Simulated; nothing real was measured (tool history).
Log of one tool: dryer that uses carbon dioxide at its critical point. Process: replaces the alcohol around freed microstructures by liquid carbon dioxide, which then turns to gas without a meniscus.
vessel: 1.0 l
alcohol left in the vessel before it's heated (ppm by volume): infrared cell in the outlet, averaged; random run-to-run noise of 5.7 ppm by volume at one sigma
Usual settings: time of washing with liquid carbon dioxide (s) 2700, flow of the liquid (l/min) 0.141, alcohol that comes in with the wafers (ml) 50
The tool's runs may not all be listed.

run	day	time of washing with liquid carbon dioxide (s)	flow of the liquid (l/min)	alcohol that comes in with the wafers (ml)	alcohol left in the vessel before it's heated (ppm by volume)
1	0.000	2700	0.141	50	461
# day 0.738: inlet filter changed
2	0.875	2700	0.141	50	223
3	1.912	2280	0.141	50	483
4	2.471	2280	0.141	50	493
5	3.083	2280	0.141	50	511
6	4.204	2280	0.141	50	548
7	5.504	2280	0.141	50	565
8	6.233	2280	0.141	50	553
9	7.471	2280	0.141	50	585
10	8.779	2280	0.141	50	609
11	9.783	2700	0.141	44	286
12	10.717	2700	0.141	50	324
13	11.796	2700	0.141	50	337
14	13.125	2700	0.141	50	370
15	14.454	3420	0.141	50	142
16	15.454	3420	0.141	50	145
17	16.512	1740	0.141	20	875

Estimate the outcome of run 18 from the log above:
18	17.662	2700	0.108	50	?

Run 18 gave alcohol left in the vessel before it's heated (ppm by volume) 1217.
Were there no unlogged condition in the tool, this run, its random variation unchanged, would have produced alcohol left in the vessel before it's heated (ppm by volume) 668.

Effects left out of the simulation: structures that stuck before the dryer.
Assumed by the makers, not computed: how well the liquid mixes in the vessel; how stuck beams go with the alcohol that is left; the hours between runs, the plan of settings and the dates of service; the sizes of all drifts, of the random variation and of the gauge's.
